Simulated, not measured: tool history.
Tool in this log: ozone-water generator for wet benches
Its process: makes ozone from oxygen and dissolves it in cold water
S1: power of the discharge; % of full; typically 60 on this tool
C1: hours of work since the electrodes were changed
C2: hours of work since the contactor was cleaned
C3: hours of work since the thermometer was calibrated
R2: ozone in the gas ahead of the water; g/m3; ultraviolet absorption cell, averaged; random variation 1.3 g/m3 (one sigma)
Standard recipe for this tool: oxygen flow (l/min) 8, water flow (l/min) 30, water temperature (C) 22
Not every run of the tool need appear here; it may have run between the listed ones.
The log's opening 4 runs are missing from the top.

Run 5, hour 162.1: usual settings but oxygen flow (l/min) 10.25; C1 838; C2 3629; C3 1719. Result: dissolved ozone (ppm) 24.1, R2 197.7 g/m3.
Run 6, hour 206.8: usual settings but oxygen flow (l/min) 10.25; C1 865; C2 3656; C3 1746. Result: dissolved ozone (ppm) 23.9, R2 198.7 g/m3.
Run 7, hour 259.1: usual settings but oxygen flow (l/min) 7.17; C1 897; C2 3688; C3 1778. Result: dissolved ozone (ppm) 25.4, R2 247.2 g/m3.
Run 8, hour 296.3: usual settings but oxygen flow (l/min) 7.17; C1 919; C2 3710; C3 1801. Result: dissolved ozone (ppm) 25.6, R2 248.2 g/m3.
Run 9, hour 335: usual settings but oxygen flow (l/min) 7.17, water temperature (C) 28; C1 943; C2 3734; C3 1824. Result: dissolved ozone (ppm) 23.1, R2 249 g/m3.
Run 10, hour 395: usual settings but oxygen flow (l/min) 7.17, water temperature (C) 17; C1 979; C2 3770; C3 1861. Result: dissolved ozone (ppm) 27.1, R2 248.3 g/m3.
Run 11, hour 452.9: usual settings but oxygen flow (l/min) 7.17, water temperature (C) 17; C1 1014; C2 3806; C3 1896. Result: dissolved ozone (ppm) 27.2, R2 249.1 g/m3.
Run 12, hour 502.8: usual settings but oxygen flow (l/min) 5.41; C1 1045; C2 3836; C3 1926. Result: dissolved ozone (ppm) 25.3, R2 297.3 g/m3.
Run 13, hour 557: usual settings but oxygen flow (l/min) 5.41; C1 1077; C2 3869; C3 1959. Result: dissolved ozone (ppm) 25.4, R2 296.1 g/m3.
Run 14, hour 612.5: usual settings but oxygen flow (l/min) 5.41; C1 1111; C2 3902; C3 1993. Result: dissolved ozone (ppm) 25.5, R2 295 g/m3.
Run 15, hour 662.1: usual settings but water temperature (C) 26; C1 1141; C2 3932; C3 2023. Result: dissolved ozone (ppm) 23.1, R2 229.9 g/m3.
Run 16, hour 719: usual settings but water temperature (C) 26; C1 1176; C2 3967; C3 2057. Result: dissolved ozone (ppm) 23.3, R2 233.3 g/m3.
Run 17, hour 767.2: usual settings but water flow (l/min) 43, water temperature (C) 20; C1 1205; C2 3996; C3 2086. Result: dissolved ozone (ppm) 19.8, R2 229.7 g/m3.
Run 18, hour 817.6: usual settings but water flow (l/min) 43, water temperature (C) 20; C1 1236; C2 4027; C3 2117. Result: dissolved ozone (ppm) 19.7, R2 232.1 g/m3.
Run 19, hour 842.4: usual settings but oxygen flow (l/min) 7.68, water temperature (C) 25; C1 1251; C2 4042; C3 2132. Result: dissolved ozone (ppm) 23.8, R2 237.4 g/m3.
Run 20, hour 891.4: usual settings but oxygen flow (l/min) 7.68, water temperature (C) 25; C1 1280; C2 4072; C3 2162. Result: dissolved ozone (ppm) 23.8, R2 235.9 g/m3.
Run 21, hour 915.7: usual settings but oxygen flow (l/min) 7.68, water temperature (C) 25; C1 1295; C2 4086; C3 2177. Result: dissolved ozone (ppm) 23.4, R2 238.6 g/m3.
Run 22, hour 970.8: usual settings but oxygen flow (l/min) 4.16, water flow (l/min) 37; C1 1329; C2 4120; C3 2210. Result: dissolved ozone (ppm) 21.4, R2 351.4 g/m3.
Run 23, hour 1014.1: usual settings but oxygen flow (l/min) 9.97, water temperature (C) 24; C1 1355; C2 4146; C3 2236. Result: dissolved ozone (ppm) 23, R2 199.4 g/m3.
Run 24, hour 1056.5: usual settings but S1 89 % of full, water temperature (C) 27; C1 1381; C2 4172; C3 2262. Result: dissolved ozone (ppm) 32.2, R2 326.7 g/m3.
Run 25, hour 1090.3: usual settings but S1 89 % of full, water temperature (C) 27; C1 1401; C2 4192; C3 2283. Result: dissolved ozone (ppm) 32.1, R2 328.3 g/m3.
Run 26, hour 1122.4: usual settings but S1 89 % of full, water temperature (C) 27; C1 1421; C2 4212; C3 2302. Result: dissolved ozone (ppm) 32.2, R2 326 g/m3.

Estimate the outcome of run 27 from the log above:
Run 27, hour 1175.7: usual settings but S1 89 % of full, water temperature (C) 27; C1 1453; C2 4244; C3 2334. Result: dissolved ozone (ppm) ?, R2 ?.

For run 27 the tool returned dissolved ozone (ppm) 32.3, R2 326.6 g/m3.
Were there no unlogged condition in the tool, this run, its random variation unchanged, would have produced dissolved ozone (ppm) 35, R2 338.1 g/m3.

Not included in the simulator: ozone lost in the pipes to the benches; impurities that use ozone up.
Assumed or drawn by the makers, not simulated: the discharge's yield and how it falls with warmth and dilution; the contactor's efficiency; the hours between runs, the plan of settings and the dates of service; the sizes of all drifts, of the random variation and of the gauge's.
